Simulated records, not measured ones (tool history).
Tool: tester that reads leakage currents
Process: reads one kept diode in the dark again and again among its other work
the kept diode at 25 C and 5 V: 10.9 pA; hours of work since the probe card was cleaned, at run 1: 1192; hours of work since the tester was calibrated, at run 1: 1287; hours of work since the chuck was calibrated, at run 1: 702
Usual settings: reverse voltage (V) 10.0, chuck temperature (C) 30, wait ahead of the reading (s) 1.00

run,day,reverse voltage (V),chuck temperature (C),wait ahead of the reading (s),hours of work since the probe card was cleaned,hours of work since the tester was calibrated,hours of work since the chuck was calibrated,current that the tester gives (pA)
1,0.000,10.0,30,1.00,1192,1287,702,27.13
2,2.012,10.0,30,1.00,1227,1322,737,27.37
3,3.779,10.0,20,1.00,1258,1353,768,16.78
4,5.850,10.0,20,1.00,1294,1389,804,16.77
5,7.725,10.0,38,1.00,1326,1421,837,44.01
6,9.179,10.0,38,1.00,1352,1447,862,43.88
7,12.442,10.0,38,1.00,1409,1504,919,44.10
8,14.079,10.0,38,1.00,1437,1532,948,44.45
9,16.488,10.0,30,1.00,1479,1574,990,28.61
10,18.817,10.0,25,1.00,1520,1615,1030,22.49
11,21.725,10.0,25,1.00,1571,1666,1081,22.75
12,23.704,10.0,25,1.00,1605,1700,1116,22.89
# day 24.088: chuck's temperature calibrated
13,26.325,10.0,30,1.19,1649,1744,39,29.01
14,28.196,10.0,30,1.19,1682,1777,72,29.24
15,30.512,10.0,30,1.19,1722,1817,112,29.37
16,32.150,10.0,30,1.19,1751,1846,141,29.45
17,34.746,10.0,30,1.19,1796,1891,186,29.94
18,36.425,9.1,30,2.00,1825,1920,215,28.22
19,39.133,9.1,30,2.00,1873,1968,262,28.38
20,41.333,11.2,27,1.00,1911,2006,301,28.44
# day 43.404: chuck's temperature calibrated, once more
21,44.171,11.1,35,1.29,1959,2054,13,43.99
22,46.608,7.6,30,0.40,2002,2097,56,28.05
23,49.038,14.1,32,1.05,2044,2139,98,44.04
24,51.308,8.1,33,5.92,2084,2179,138,33.31
25,54.517,8.1,33,5.92,2140,2235,194,33.55

For some of the steps in current that the tester gives (pA) from one run to the next: how much would appear even if the tool had no hidden state, given the settings, what came in and random variation, and how much remains for the hidden state plus any gauge scatter that the measured result and the result without hidden state don't share?
Hidden conditions of the tool in this case: stray current of the dirty probe card, pA a volt; current scale over the true one, %; true chuck temperature over the reading, C; drift of the gauge itself on leakage_pa, %.
Run 4 -> 5: chuck temperature (C) 20 -> 38. current that the tester gives (pA) +27.24: hidden state -0.91, all else +28.15.
Run 22 -> 23: reverse voltage (V) 7.6 -> 14.1, chuck temperature (C) 30 -> 32, wait ahead of the reading (s) 0.40 -> 1.05. current that the tester gives (pA) +15.99: hidden state +7.36, all else +8.63.
Run 23 -> 24: reverse voltage (V) 14.1 -> 8.1, chuck temperature (C) 32 -> 33, wait ahead of the reading (s) 1.05 -> 5.92. current that the tester gives (pA) -10.73: hidden state -6.58, all else -4.15.
